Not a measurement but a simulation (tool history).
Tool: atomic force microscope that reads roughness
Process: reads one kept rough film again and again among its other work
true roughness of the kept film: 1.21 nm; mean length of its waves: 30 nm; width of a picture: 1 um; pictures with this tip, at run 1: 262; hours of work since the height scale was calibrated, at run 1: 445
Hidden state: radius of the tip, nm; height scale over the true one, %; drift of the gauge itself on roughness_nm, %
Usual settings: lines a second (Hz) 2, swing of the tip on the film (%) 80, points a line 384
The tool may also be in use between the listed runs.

run   hour  lines a second (Hz)  swing of the tip on the film (%)  points a line  pictures with this tip  hours of work since the height scale was calibrated  roughness of the kept film (nm (root mean square))
  1      0                    2                                80            384                     262                                                  445                                               1.053
  2     30                 1.04                                80            384                     298                                                  469                                                1.11
  3   64.5                    2                                80            384                     338                                                  495                                               1.065
      99.2  -- new tip fitted
  4  100.8                    2                                80            384                       2                                                  523                                               1.064
  5  118.8                    2                                80            384                      23                                                  537                                               1.069
  6  150.2                    2                                80            384                      60                                                  561                                               1.064
  7  167.2                 1.21                                80            384                      81                                                  574                                               1.097
  8  207.1                 1.21                                80            384                     128                                                  605                                               1.096
  9  226.7                 0.62                                80            384                     151                                                  620                                               1.142
 10  249.6                 0.62                                80            384                     178                                                  638                                               1.148
 11  271.6                    2                                80            384                     204                                                  654                                               1.058
 12  298.4                    2                                80            384                     236                                                  675                                                1.07
 13  315.6                 2.73                                80            384                     256                                                  688                                               1.025

The next listed run, before its measurement:
 14  343.7                 2.73                                72            386                     290                                                  710                                                   ?

{"run 14": {"roughness of the kept film (nm (root mean square))": 1.069}}
Without the tool's hidden state the same run would have given roughness of the kept film (nm (root mean square)) 1.073.

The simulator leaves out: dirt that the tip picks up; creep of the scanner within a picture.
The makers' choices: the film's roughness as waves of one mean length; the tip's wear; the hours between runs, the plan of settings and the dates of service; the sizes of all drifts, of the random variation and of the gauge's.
